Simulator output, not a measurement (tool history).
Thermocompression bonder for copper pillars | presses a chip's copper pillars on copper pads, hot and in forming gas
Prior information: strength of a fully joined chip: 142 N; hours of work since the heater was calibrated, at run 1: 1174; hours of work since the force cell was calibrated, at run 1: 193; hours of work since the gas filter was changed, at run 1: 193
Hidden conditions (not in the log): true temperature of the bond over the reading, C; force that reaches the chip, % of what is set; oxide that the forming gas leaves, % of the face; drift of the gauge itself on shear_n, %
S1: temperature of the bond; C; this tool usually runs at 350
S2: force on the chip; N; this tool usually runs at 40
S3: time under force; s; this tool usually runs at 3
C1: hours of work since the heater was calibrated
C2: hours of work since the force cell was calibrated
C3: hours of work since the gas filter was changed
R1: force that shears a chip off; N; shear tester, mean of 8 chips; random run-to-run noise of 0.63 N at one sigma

run,hour,S1,S2,S3,C1,C2,C3,R1
1,0.0,350,40,3,1174,193,193,82.9
# hour 5.1: forming gas filter changed
2,6.8,350,40,3,1179,197,1,82.0
3,21.0,359,40,3,1189,208,12,89.3
# hour 31.5: heater calibrated with a thermocouple chip
4,33.2,359,40,3,1,216,20,90.1
5,46.8,359,40,2,11,226,30,79.6
6,56.1,350,40,3,18,233,37,82.7
7,63.1,350,40,3,24,238,42,82.4
8,74.0,350,40,3,32,246,50,82.8
9,82.7,350,51,3,38,253,57,99.6
10,94.5,350,51,7,47,261,65,118.4
11,104.9,350,51,7,55,269,73,120.5
12,113.0,350,51,3,61,275,79,98.4
13,120.8,350,51,3,67,281,85,99.4
14,130.7,350,51,3,74,289,93,98.7
15,141.0,346,26,2,82,296,100,43.6
16,148.5,350,36,3,88,302,106,74.1
17,161.7,350,40,3,97,312,116,82.1
18,169.6,350,32,3,103,318,122,66.7
19,179.0,365,54,4,110,325,129,119.7
20,189.7,331,29,2,118,333,137,40.6
21,201.7,331,29,2,127,342,146,41.7
22,209.9,358,40,2,134,348,152,77.2
23,217.2,358,40,2,139,353,157,78.6
24,224.0,358,40,2,144,358,162,79.1
25,237.5,361,25,2,154,369,172,50.2

Expected results for the next run?
26,249.0,353,49,6,163,377,181,?

Run 26 gave R1 115.6 N.
With no hidden state in the tool, this same run would have given R1 115.6 N.
